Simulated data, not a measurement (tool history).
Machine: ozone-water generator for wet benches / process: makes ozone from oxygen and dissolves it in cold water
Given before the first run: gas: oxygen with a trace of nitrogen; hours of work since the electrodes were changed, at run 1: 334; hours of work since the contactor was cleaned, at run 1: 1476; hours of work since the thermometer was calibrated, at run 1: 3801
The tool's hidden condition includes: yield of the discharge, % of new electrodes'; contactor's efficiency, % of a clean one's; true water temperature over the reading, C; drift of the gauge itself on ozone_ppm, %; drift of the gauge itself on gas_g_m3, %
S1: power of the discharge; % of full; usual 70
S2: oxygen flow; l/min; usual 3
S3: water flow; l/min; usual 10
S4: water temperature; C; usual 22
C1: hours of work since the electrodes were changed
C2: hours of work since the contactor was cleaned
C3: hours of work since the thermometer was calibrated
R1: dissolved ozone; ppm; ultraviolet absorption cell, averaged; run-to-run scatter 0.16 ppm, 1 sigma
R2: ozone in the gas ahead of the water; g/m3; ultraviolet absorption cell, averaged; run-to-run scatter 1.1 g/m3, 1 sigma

{"run": 1, "hour": 0.0, "S1": 70, "S2": 3, "S3": 10, "S4": 22, "C1": 334, "C2": 1476, "C3": 3801, "R1": 21.7, "R2": 198.6}
{"run": 2, "hour": 13.8, "S1": 70, "S2": 2.23, "S3": 10, "S4": 22, "C1": 347, "C2": 1489, "C3": 3814, "R1": 20.8, "R2": 223}
{"run": 3, "hour": 37.6, "S1": 70, "S2": 2.23, "S3": 10, "S4": 22, "C1": 370, "C2": 1512, "C3": 3837, "R1": 20.6, "R2": 225.1}
{"run": 4, "hour": 58.2, "S1": 70, "S2": 3, "S3": 10, "S4": 22, "C1": 390, "C2": 1532, "C3": 3857, "R1": 21.6, "R2": 195}
{"run": 5, "hour": 87.9, "S1": 70, "S2": 3, "S3": 10, "S4": 22, "C1": 419, "C2": 1561, "C3": 3886, "R1": 21.7, "R2": 197.8}
{"run": 6, "hour": 110.8, "S1": 70, "S2": 3, "S3": 10, "S4": 22, "C1": 441, "C2": 1583, "C3": 3908, "R1": 21.7, "R2": 198.9}
{"run": 7, "hour": 134.1, "S1": 70, "S2": 3, "S3": 10, "S4": 22, "C1": 463, "C2": 1605, "C3": 3930, "R1": 21.6, "R2": 196.3}
{"run": 8, "hour": 155.7, "S1": 70, "S2": 3, "S3": 10, "S4": 22, "C1": 484, "C2": 1626, "C3": 3951, "R1": 22.1, "R2": 197.3}
{"run": 9, "hour": 182.9, "S1": 70, "S2": 3, "S3": 10, "S4": 20, "C1": 510, "C2": 1652, "C3": 3977, "R1": 22.5, "R2": 196.1}
{"run": 10, "hour": 212.0, "S1": 70, "S2": 3, "S3": 10, "S4": 20, "C1": 538, "C2": 1680, "C3": 4005, "R1": 22.2, "R2": 198.2}
{"run": 11, "hour": 241.3, "S1": 70, "S2": 3, "S3": 10, "S4": 20, "C1": 566, "C2": 1708, "C3": 4033, "R1": 22.1, "R2": 194.4}
{"run": 12, "hour": 260.2, "S1": 70, "S2": 3, "S3": 10, "S4": 22, "C1": 584, "C2": 1726, "C3": 4051, "R1": 21.8, "R2": 196.6}
{"run": 13, "hour": 273.6, "S1": 70, "S2": 3, "S3": 10, "S4": 22, "C1": 597, "C2": 1739, "C3": 4064, "R1": 21.5, "R2": 197.4}
{"run": 14, "hour": 290.3, "S1": 70, "S2": 3, "S3": 10, "S4": 22, "C1": 613, "C2": 1755, "C3": 4080, "R1": 21.5, "R2": 197.6}
{"run": 15, "hour": 316.6, "S1": 70, "S2": 3, "S3": 10, "S4": 22, "C1": 639, "C2": 1781, "C3": 4106, "R1": 21.5, "R2": 196.9}
{"run": 16, "hour": 329.6, "S1": 70, "S2": 3, "S3": 11, "S4": 22, "C1": 651, "C2": 1793, "C3": 4118, "R1": 20.2, "R2": 196.5}
{"run": 17, "hour": 358.0, "S1": 43, "S2": 3.91, "S3": 10, "S4": 17, "C1": 678, "C2": 1820, "C3": 4146, "R1": 18.3, "R2": 132.6}
{"run": 18, "hour": 370.7, "S1": 43, "S2": 3.91, "S3": 8, "S4": 22, "C1": 691, "C2": 1833, "C3": 4158, "R1": 18.4, "R2": 131.8}
{"run": 19, "hour": 400.4, "S1": 43, "S2": 2.73, "S3": 8, "S4": 28, "C1": 719, "C2": 1861, "C3": 4186, "R1": 16.9, "R2": 153.3}
{"run": 20, "hour": 421.2, "S1": 87, "S2": 2.73, "S3": 10, "S4": 28, "C1": 739, "C2": 1881, "C3": 4206, "R1": 22.3, "R2": 233.6}
{"run": 21, "hour": 448.1, "S1": 73, "S2": 4.62, "S3": 12, "S4": 20, "C1": 765, "C2": 1907, "C3": 4232, "R1": 20.9, "R2": 168.1}
{"run": 22, "hour": 472.7, "S1": 73, "S2": 4.62, "S3": 12, "S4": 20, "C1": 789, "C2": 1931, "C3": 4256, "R1": 20.7, "R2": 167.2}
{"run": 23, "hour": 501.9, "S1": 84, "S2": 1.62, "S3": 14, "S4": 27, "C1": 817, "C2": 1959, "C3": 4284, "R1": 15.5, "R2": 287.1}
{"run": 24, "hour": 515.0, "S1": 84, "S2": 1.62, "S3": 14, "S4": 27, "C1": 829, "C2": 1972, "C3": 4297, "R1": 15.9, "R2": 285.9}
{"run": 25, "hour": 544.4, "S1": 86, "S2": 2.35, "S3": 10, "S4": 22, "C1": 858, "C2": 2000, "C3": 4325, "R1": 24.1, "R2": 245}
{"run": 26, "hour": 574.1, "S1": 87, "S2": 2.35, "S3": 7, "S4": 19, "C1": 886, "C2": 2028, "C3": 4354, "R1": 32.1, "R2": 248.8}
{"run": 27, "hour": 604.2, "S1": 86, "S2": 2.74, "S3": 11, "S4": 20, "C1": 915, "C2": 2057, "C3": 4382, "R1": 23.1, "R2": 231.6}
{"run": 28, "hour": 625.3, "S1": 86, "S2": 2.74, "S3": 11, "S4": 20, "C1": 936, "C2": 2078, "C3": 4403, "R1": 23.6, "R2": 232.2}
{"run": 29, "hour": 640.9, "S1": 86, "S2": 2.74, "S3": 11, "S4": 20, "C1": 951, "C2": 2093, "C3": 4418, "R1": 23, "R2": 231.8}
{"run": 30, "hour": 656.1, "S1": 86, "S2": 2.64, "S3": 7, "S4": 20, "C1": 965, "C2": 2107, "C3": 4432, "R1": 31.2, "R2": 235.4}
{"run": 31, "hour": 681.3, "S1": 68, "S2": 3, "S3": 10, "S4": 16, "C1": 989, "C2": 2132, "C3": 4457, "R1": 23.7, "R2": 194}
{"run": 32, "hour": 710.5, "S1": 68, "S2": 3, "S3": 10, "S4": 16, "C1": 1018, "C2": 2160, "C3": 4485, "R1": 23.3, "R2": 194.9}

Branching from run 32: 3 alternative next runs. What would each branch give?
{"run": "A", "hour": 728.2, "S1": 70, "S2": 3.2, "S3": 14, "S4": 24, "C1": 1035, "C2": 2177, "C3": 4502, "R1": "?", "R2": "?"}
{"run": "B", "hour": 728.2, "S1": 70, "S2": 2.3, "S3": 10, "S4": 22, "C1": 1035, "C2": 2177, "C3": 4502, "R1": "?", "R2": "?"}
{"run": "C", "hour": 728.2, "S1": 52, "S2": 3, "S3": 7, "S4": 26, "C1": 1035, "C2": 2177, "C3": 4502, "R1": "?", "R2": "?"}

run=A R1=16.5 R2=190.8
run=B R1=21.2 R2=221.6
run=C R1=21.1 R2=166.8
With the hidden condition removed and each run's random variation left untouched, the same runs would have given:
run=A R1=16.5 R2=190.8
run=B R1=21.2 R2=221.6
run=C R1=21.1 R2=166.8

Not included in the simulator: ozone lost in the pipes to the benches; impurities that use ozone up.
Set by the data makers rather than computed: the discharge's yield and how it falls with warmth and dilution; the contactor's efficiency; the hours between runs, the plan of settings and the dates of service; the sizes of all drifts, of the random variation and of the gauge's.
